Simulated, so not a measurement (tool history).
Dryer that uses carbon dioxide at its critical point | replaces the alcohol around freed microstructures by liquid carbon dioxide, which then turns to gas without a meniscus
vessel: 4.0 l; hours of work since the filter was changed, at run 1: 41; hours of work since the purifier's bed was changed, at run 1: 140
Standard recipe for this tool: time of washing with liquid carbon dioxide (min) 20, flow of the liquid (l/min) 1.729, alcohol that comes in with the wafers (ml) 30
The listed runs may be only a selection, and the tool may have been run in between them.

run	day	time of washing with liquid carbon dioxide (min)	flow of the liquid (l/min)	alcohol that comes in with the wafers (ml)	hours of work since the filter was changed	hours of work since the purifier's bed was changed	alcohol left in the vessel before it's heated (ppm by volume)
1	0	20	1.729	30	41	140	25
2	0.646	20	1.729	30	52	152	27
3	1.275	20	1.729	30	64	163	25
4	1.704	20	1.729	30	71	170	29
5	2.358	20	1.729	43	83	182	25
6	2.888	20	1.729	97	92	191	47
7	3.65	20	1.729	97	105	204	41
8	4.262	20	1.729	97	116	215	55
9	4.792	20	1.729	97	125	225	49
10	5.179	20	1.74	97	132	231	53
11	5.704	21	1.74	97	141	241	44
12	6.229	20	1.729	114	151	250	55
13	6.825	15	1.729	114	161	260	186
14	7.317	13	1.729	57	170	269	197
15	7.9	14	1.729	57	180	279	146
16	8.329	29	2.14	117	188	287	27
17	9.025	29	2.14	117	200	299	30
18	9.458	29	1.37	117	208	307	38

Each row is a separate what-if for the run after 18, all from the same tool condition, not one after another. Results?
A	9.85	16	1.08	108	214	314	?
B	9.85	23	1.2	79	214	314	?
C	9.85	20	2.5	30	214	314	?
D	9.85	17	2.44	82	214	314	?

run	alcohol left in the vessel before it's heated (ppm by volume)
A	1029
B	133
C	29
D	33
Without the tool's unlogged condition, the same runs would have read:
run	alcohol left in the vessel before it's heated (ppm by volume)
A	823
B	80
C	4
D	5
